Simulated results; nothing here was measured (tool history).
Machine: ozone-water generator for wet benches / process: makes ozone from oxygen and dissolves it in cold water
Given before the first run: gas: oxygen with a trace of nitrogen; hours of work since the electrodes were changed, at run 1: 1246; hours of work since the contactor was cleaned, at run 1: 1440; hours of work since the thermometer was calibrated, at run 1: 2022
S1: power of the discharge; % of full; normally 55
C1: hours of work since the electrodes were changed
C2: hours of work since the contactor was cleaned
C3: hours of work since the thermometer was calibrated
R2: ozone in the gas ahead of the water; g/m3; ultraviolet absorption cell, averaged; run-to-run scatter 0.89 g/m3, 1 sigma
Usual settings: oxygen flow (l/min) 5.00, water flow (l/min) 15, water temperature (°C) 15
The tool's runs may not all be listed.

{"run": 1, "hour": 0.0, "S1": 55, "oxygen flow (l/min)": 5.0, "water flow (l/min)": 15, "water temperature (°C)": 15, "C1": 1246, "C2": 1440, "C3": 2022, "dissolved ozone (ppm)": 18.4, "R2": 142.7}
{"run": 2, "hour": 60.3, "S1": 55, "oxygen flow (l/min)": 5.0, "water flow (l/min)": 15, "water temperature (°C)": 15, "C1": 1293, "C2": 1487, "C3": 2069, "dissolved ozone (ppm)": 18.7, "R2": 145.2}
{"run": 3, "hour": 142.3, "S1": 55, "oxygen flow (l/min)": 5.0, "water flow (l/min)": 15, "water temperature (°C)": 15, "C1": 1356, "C2": 1550, "C3": 2133, "dissolved ozone (ppm)": 18.5, "R2": 144.5}
{"run": 4, "hour": 225.0, "S1": 55, "oxygen flow (l/min)": 5.0, "water flow (l/min)": 15, "water temperature (°C)": 15, "C1": 1420, "C2": 1614, "C3": 2197, "dissolved ozone (ppm)": 18.6, "R2": 143.6}
{"run": 5, "hour": 301.0, "S1": 55, "oxygen flow (l/min)": 5.0, "water flow (l/min)": 15, "water temperature (°C)": 15, "C1": 1479, "C2": 1673, "C3": 2256, "dissolved ozone (ppm)": 18.3, "R2": 144.5}
{"run": 6, "hour": 345.8, "S1": 55, "oxygen flow (l/min)": 2.64, "water flow (l/min)": 15, "water temperature (°C)": 15, "C1": 1514, "C2": 1708, "C3": 2290, "dissolved ozone (ppm)": 18.1, "R2": 204.3}
{"run": 7, "hour": 406.9, "S1": 55, "oxygen flow (l/min)": 2.64, "water flow (l/min)": 15, "water temperature (°C)": 15, "C1": 1561, "C2": 1755, "C3": 2337, "dissolved ozone (ppm)": 17.8, "R2": 205.1}
{"run": 8, "hour": 448.9, "S1": 55, "oxygen flow (l/min)": 2.64, "water flow (l/min)": 15, "water temperature (°C)": 15, "C1": 1594, "C2": 1788, "C3": 2370, "dissolved ozone (ppm)": 18.2, "R2": 205.8}
{"run": 9, "hour": 518.5, "S1": 55, "oxygen flow (l/min)": 2.64, "water flow (l/min)": 14, "water temperature (°C)": 15, "C1": 1648, "C2": 1842, "C3": 2424, "dissolved ozone (ppm)": 19.2, "R2": 206.6}
{"run": 10, "hour": 559.9, "S1": 55, "oxygen flow (l/min)": 2.64, "water flow (l/min)": 14, "water temperature (°C)": 15, "C1": 1680, "C2": 1874, "C3": 2456, "dissolved ozone (ppm)": 19.1, "R2": 203.6}
{"run": 11, "hour": 644.1, "S1": 55, "oxygen flow (l/min)": 2.64, "water flow (l/min)": 14, "water temperature (°C)": 15, "C1": 1745, "C2": 1939, "C3": 2521, "dissolved ozone (ppm)": 19.0, "R2": 206.6}
{"run": 12, "hour": 716.3, "S1": 55, "oxygen flow (l/min)": 2.64, "water flow (l/min)": 14, "water temperature (°C)": 15, "C1": 1801, "C2": 1995, "C3": 2577, "dissolved ozone (ppm)": 19.1, "R2": 206.3}
{"run": 13, "hour": 770.5, "S1": 55, "oxygen flow (l/min)": 5.0, "water flow (l/min)": 15, "water temperature (°C)": 10, "C1": 1843, "C2": 2037, "C3": 2619, "dissolved ozone (ppm)": 19.4, "R2": 143.2}
{"run": 14, "hour": 845.2, "S1": 55, "oxygen flow (l/min)": 5.0, "water flow (l/min)": 15, "water temperature (°C)": 10, "C1": 1901, "C2": 2095, "C3": 2677, "dissolved ozone (ppm)": 19.5, "R2": 143.5}
{"hour": 851.6, "done": "water thermometer calibrated"}
{"run": 15, "hour": 893.2, "S1": 76, "oxygen flow (l/min)": 5.0, "water flow (l/min)": 15, "water temperature (°C)": 10, "C1": 1937, "C2": 2131, "C3": 32, "dissolved ozone (ppm)": 25.7, "R2": 185.2}
{"run": 16, "hour": 934.3, "S1": 76, "oxygen flow (l/min)": 5.0, "water flow (l/min)": 15, "water temperature (°C)": 10, "C1": 1969, "C2": 2163, "C3": 64, "dissolved ozone (ppm)": 25.6, "R2": 182.9}
{"run": 17, "hour": 1018.4, "S1": 55, "oxygen flow (l/min)": 5.0, "water flow (l/min)": 11, "water temperature (°C)": 15, "C1": 2034, "C2": 2228, "C3": 129, "dissolved ozone (ppm)": 22.5, "R2": 141.9}
{"run": 18, "hour": 1095.6, "S1": 60, "oxygen flow (l/min)": 7.52, "water flow (l/min)": 14, "water temperature (°C)": 22, "C1": 2094, "C2": 2288, "C3": 189, "dissolved ozone (ppm)": 16.7, "R2": 122.2}
{"run": 19, "hour": 1185.2, "S1": 90, "oxygen flow (l/min)": 5.0, "water flow (l/min)": 15, "water temperature (°C)": 15, "C1": 2163, "C2": 2358, "C3": 258, "dissolved ozone (ppm)": 26.8, "R2": 210.0}
{"run": 20, "hour": 1222.8, "S1": 90, "oxygen flow (l/min)": 5.0, "water flow (l/min)": 15, "water temperature (°C)": 15, "C1": 2193, "C2": 2387, "C3": 287, "dissolved ozone (ppm)": 26.4, "R2": 209.9}
{"run": 21, "hour": 1294.3, "S1": 46, "oxygen flow (l/min)": 5.0, "water flow (l/min)": 15, "water temperature (°C)": 15, "C1": 2248, "C2": 2442, "C3": 343, "dissolved ozone (ppm)": 15.5, "R2": 122.5}
{"hour": 1309.0, "done": "water thermometer calibrated, once more"}
{"run": 22, "hour": 1375.2, "S1": 46, "oxygen flow (l/min)": 5.0, "water flow (l/min)": 15, "water temperature (°C)": 15, "C1": 2310, "C2": 2504, "C3": 51, "dissolved ozone (ppm)": 15.8, "R2": 121.6}
{"run": 23, "hour": 1462.5, "S1": 46, "oxygen flow (l/min)": 5.0, "water flow (l/min)": 15, "water temperature (°C)": 15, "C1": 2378, "C2": 2572, "C3": 119, "dissolved ozone (ppm)": 15.6, "R2": 121.8}
{"run": 24, "hour": 1542.8, "S1": 69, "oxygen flow (l/min)": 5.77, "water flow (l/min)": 19, "water temperature (°C)": 23, "C1": 2440, "C2": 2634, "C3": 181, "dissolved ozone (ppm)": 15.3, "R2": 155.8}
{"run": 25, "hour": 1612.6, "S1": 44, "oxygen flow (l/min)": 3.5, "water flow (l/min)": 15, "water temperature (°C)": 15, "C1": 2494, "C2": 2688, "C3": 235, "dissolved ozone (ppm)": 15.0, "R2": 144.3}
{"run": 26, "hour": 1672.5, "S1": 69, "oxygen flow (l/min)": 3.5, "water flow (l/min)": 21, "water temperature (°C)": 8, "C1": 2540, "C2": 2735, "C3": 281, "dissolved ozone (ppm)": 16.5, "R2": 207.4}
{"run": 27, "hour": 1757.4, "S1": 45, "oxygen flow (l/min)": 5.0, "water flow (l/min)": 15, "water temperature (°C)": 15, "C1": 2606, "C2": 2800, "C3": 347, "dissolved ozone (ppm)": 15.0, "R2": 119.8}
{"run": 28, "hour": 1807.6, "S1": 56, "oxygen flow (l/min)": 4.35, "water flow (l/min)": 23, "water temperature (°C)": 9, "C1": 2645, "C2": 2839, "C3": 386, "dissolved ozone (ppm)": 13.0, "R2": 155.2}
{"run": 29, "hour": 1896.0, "S1": 73, "oxygen flow (l/min)": 4.35, "water flow (l/min)": 23, "water temperature (°C)": 16, "C1": 2714, "C2": 2908, "C3": 455, "dissolved ozone (ppm)": 15.1, "R2": 191.5}
{"run": 30, "hour": 1961.8, "S1": 55, "oxygen flow (l/min)": 5.92, "water flow (l/min)": 21, "water temperature (°C)": 15, "C1": 2765, "C2": 2959, "C3": 506, "dissolved ozone (ppm)": 13.1, "R2": 127.3}
{"hour": 2013.1, "done": "contactor cleaned"}
{"run": 31, "hour": 2036.4, "S1": 60, "oxygen flow (l/min)": 2.93, "water flow (l/min)": 14, "water temperature (°C)": 16, "C1": 2819, "C2": 18, "C3": 560, "dissolved ozone (ppm)": 20.7, "R2": 203.4}
{"run": 32, "hour": 2093.6, "S1": 86, "oxygen flow (l/min)": 5.0, "water flow (l/min)": 15, "water temperature (°C)": 15, "C1": 2863, "C2": 62, "C3": 604, "dissolved ozone (ppm)": 26.7, "R2": 198.6}
{"run": 33, "hour": 2173.2, "S1": 51, "oxygen flow (l/min)": 2.51, "water flow (l/min)": 12, "water temperature (°C)": 11, "C1": 2925, "C2": 124, "C3": 666, "dissolved ozone (ppm)": 21.9, "R2": 195.0}

Selected run-to-run steps in dissolved ozone (ppm), each split into two signed amounts: the part the tool would show with no hidden state at all (from settings, incoming material and random variation), and the remainder, which goes to the hidden state together with any gauge scatter not common to the measured and the hidden-state-free results:
Hidden state at play: yield of the discharge, % of new electrodes'; contactor's efficiency, % of a clean one's; true water temperature over the reading, C; drift of the gauge itself on ozone_ppm, %; drift of the gauge itself on gas_g_m3, %.
Run 18 -> 19: S1 60 -> 90, oxygen flow (l/min) 7.52 -> 5.00, water flow (l/min) 14 -> 15, water temperature (°C) 22 -> 15. dissolved ozone (ppm) +10.1: hidden state -1.7, all else +11.8.
Run 20 -> 21: S1 90 -> 46. dissolved ozone (ppm) -10.9: hidden state +1.8, all else -12.7.
Run 30 -> 31: S1 55 -> 60, oxygen flow (l/min) 5.92 -> 2.93, water flow (l/min) 21 -> 14, water temperature (°C) 15 -> 16, contactor cleaned. dissolved ozone (ppm) +7.6: hidden state +0.5, all else +7.1.
Run 31 -> 32: S1 60 -> 86, oxygen flow (l/min) 2.93 -> 5.00, water flow (l/min) 14 -> 15, water temperature (°C) 16 -> 15. dissolved ozone (ppm) +6.0: hidden state -1.1, all else +7.1.

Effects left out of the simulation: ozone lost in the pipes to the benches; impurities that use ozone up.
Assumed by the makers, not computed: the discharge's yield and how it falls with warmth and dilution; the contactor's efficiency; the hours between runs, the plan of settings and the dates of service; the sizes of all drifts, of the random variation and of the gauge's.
